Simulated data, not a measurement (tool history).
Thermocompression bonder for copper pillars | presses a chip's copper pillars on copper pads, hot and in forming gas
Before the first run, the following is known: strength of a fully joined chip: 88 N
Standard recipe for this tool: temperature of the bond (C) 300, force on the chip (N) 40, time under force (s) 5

| run | hour | temperature of the bond (C) | force on the chip (N) | time under force (s) | force that shears a chip off (N) |
|---|---|---|---|---|---|
| 1 | 0 | 300 | 40 | 5 | 37.3 |
| 2 | 24.8 | 300 | 40 | 5 | 37.3 |
| 3 | 50.8 | 300 | 40 | 15 | 52.2 |
| 4 | 65 | 300 | 40 | 15 | 51.8 |
| 5 | 75.7 | 300 | 29 | 5 | 26.6 |
| 6 | 98.5 | 300 | 40 | 5 | 36.5 |
| 7 | 122.3 | 300 | 40 | 5 | 36.1 |
|  | 136.3 | forming gas filter changed |
| 8 | 137.7 | 300 | 40 | 5 | 38.9 |
| 9 | 152 | 300 | 40 | 5 | 39.2 |
| 10 | 175.4 | 306 | 40 | 5 | 41.5 |
| 11 | 189.7 | 306 | 40 | 5 | 41.8 |
| 12 | 204.3 | 306 | 40 | 5 | 41.9 |
| 13 | 216.9 | 300 | 25 | 5 | 24.1 |
| 14 | 240 | 300 | 25 | 5 | 23.6 |
| 15 | 261 | 300 | 25 | 5 | 24 |
| 16 | 277.3 | 300 | 25 | 5 | 23.8 |
| 17 | 296.4 | 300 | 40 | 4 | 35 |
| 18 | 316.1 | 300 | 40 | 4 | 35.2 |
| 19 | 330.7 | 300 | 40 | 4 | 34.6 |
| 20 | 347.1 | 300 | 40 | 12 | 50.3 |
| 21 | 368.5 | 309 | 40 | 5 | 41.4 |
| 22 | 379.1 | 310 | 26 | 5 | 26.8 |
| 23 | 397.2 | 330 | 30 | 13 | 53 |
|  | 418.3 | heater calibrated with a thermocouple chip |
| 24 | 418.3 | 300 | 40 | 6 | 42.4 |
| 25 | 431.7 | 315 | 40 | 6 | 49.2 |
| 26 | 455.4 | 315 | 24 | 9 | 36.2 |
| 27 | 468.1 | 315 | 24 | 9 | 36.2 |
| 28 | 489.1 | 305 | 42 | 9 | 53.1 |
| 29 | 501.1 | 320 | 25 | 11 | 42.1 |
| 30 | 514.2 | 318 | 51 | 12 | 69.4 |
| 31 | 525.7 | 297 | 51 | 10 | 57.5 |
| 32 | 542.3 | 271 | 48 | 4 | 30.6 |
| 33 | 557.2 | 286 | 40 | 6 | 36.2 |
| 34 | 567.9 | 286 | 40 | 6 | 36.2 |
| 35 | 590.2 | 300 | 25 | 5 | 24.9 |
| 36 | 615.6 | 300 | 25 | 5 | 24.6 |
| 37 | 628.1 | 300 | 25 | 3 | 20.2 |
| 38 | 642.6 | 300 | 40 | 13 | 52.8 |
| 39 | 659.3 | 300 | 40 | 13 | 53.1 |
| 40 | 670.2 | 291 | 40 | 5 | 35 |
| 41 | 692.7 | 314 | 47 | 15 | 66.1 |

Each row is a separate what-if for the run after 41, all from the same tool condition, not one after another. Results?
|  | 718.4 | forming gas filter changed |
| A | 719 | 307 | 25 | 6 | ? |
|  | 718.4 | forming gas filter changed |
| B | 719 | 326 | 40 | 5 | ? |
|  | 718.4 | forming gas filter changed |
| C | 719 | 313 | 57 | 11 | ? |

| run | force that shears a chip off (N) |
|---|---|
| A | 30.4 |
| B | 52 |
| C | 73 |
Stripped of hidden state, with their random variation kept, the same runs would have yielded:
| run | force that shears a chip off (N) |
|---|---|
| A | 30.4 |
| B | 51.9 |
| C | 73 |

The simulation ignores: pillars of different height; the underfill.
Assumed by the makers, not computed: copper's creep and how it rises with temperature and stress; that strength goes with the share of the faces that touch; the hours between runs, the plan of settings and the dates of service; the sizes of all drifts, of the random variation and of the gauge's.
